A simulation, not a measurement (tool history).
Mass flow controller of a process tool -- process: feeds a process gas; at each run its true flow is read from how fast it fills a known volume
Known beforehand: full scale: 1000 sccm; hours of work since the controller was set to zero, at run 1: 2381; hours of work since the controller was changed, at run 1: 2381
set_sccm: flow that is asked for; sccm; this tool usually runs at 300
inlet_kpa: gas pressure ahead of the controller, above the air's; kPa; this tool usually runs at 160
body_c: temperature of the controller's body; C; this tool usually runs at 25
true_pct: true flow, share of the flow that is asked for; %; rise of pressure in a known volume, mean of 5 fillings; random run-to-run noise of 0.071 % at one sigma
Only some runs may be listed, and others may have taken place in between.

| run | day | set_sccm | inlet_kpa | body_c | hours of work since the controller was set to zero | hours of work since the controller was changed | true_pct |
|---|---|---|---|---|---|---|---|
| 1 | 0 | 300 | 160 | 25 | 2381 | 2381 | 100.08 |
| 2 | 7.533 | 300 | 160 | 25 | 2480 | 2480 | 100.15 |
| 3 | 13.812 | 300 | 160 | 25 | 2562 | 2562 | 100.14 |
| 4 | 19.488 | 300 | 160 | 25 | 2637 | 2637 | 100 |
| 5 | 25.925 | 300 | 160 | 25 | 2721 | 2721 | 100.07 |
| 6 | 32.283 | 300 | 160 | 25 | 2805 | 2805 | 100.16 |
| 7 | 37.621 | 300 | 183 | 25 | 2875 | 2875 | 100.15 |
| 8 | 42.096 | 300 | 160 | 25 | 2934 | 2934 | 100.17 |
| 9 | 47.842 | 300 | 160 | 29 | 3009 | 3009 | 100.42 |
| 10 | 52.071 | 300 | 160 | 29 | 3065 | 3065 | 100.36 |
|  | 52.825 | controller's zero set anew |
| 11 | 59.662 | 300 | 221 | 25 | 90 | 3164 | 100.58 |
| 12 | 63.883 | 300 | 156 | 25 | 145 | 3220 | 101.02 |
| 13 | 70.567 | 300 | 250 | 36 | 233 | 3307 | 100.85 |
| 14 | 75.446 | 300 | 250 | 36 | 297 | 3371 | 100.93 |
| 15 | 79.875 | 300 | 240 | 37 | 355 | 3430 | 100.95 |
| 16 | 85.8 | 233 | 180 | 31 | 433 | 3507 | 101.88 |
| 17 | 92.167 | 948 | 160 | 32 | 517 | 3591 | 100.07 |
| 18 | 95.883 | 948 | 160 | 32 | 566 | 3640 | 100.29 |
|  | 100.762 | controller's zero set anew, once more |
| 19 | 102.796 | 300 | 152 | 30 | 27 | 3730 | 98.96 |
| 20 | 108.154 | 886 | 160 | 21 | 97 | 3801 | 98.72 |
| 21 | 111.458 | 191 | 201 | 25 | 141 | 3844 | 98.31 |
| 22 | 117.396 | 191 | 201 | 25 | 219 | 3922 | 98.38 |

Consider 5 possible next runs. They are alternatives, not a sequence: every one starts from the tool as it was left by run 22. What does each give?
| A | 123.275 | 464 | 143 | 25 | 296 | 3999 | ? |
| B | 123.275 | 697 | 145 | 24 | 296 | 3999 | ? |
| C | 123.275 | 160 | 160 | 35 | 296 | 3999 | ? |
| D | 123.275 | 300 | 160 | 27 | 296 | 3999 | ? |
| E | 123.275 | 231 | 142 | 22 | 296 | 3999 | ? |

| run | true_pct |
|---|---|
| A | 98.81 |
| B | 98.87 |
| C | 99.27 |
| D | 98.76 |
| E | 98.74 |
With the hidden condition removed and each run's random variation left untouched, the same runs would have given:
| run | true_pct |
|---|---|
| A | 99.97 |
| B | 100.09 |
| C | 100.14 |
| D | 99.84 |
| E | 99.75 |
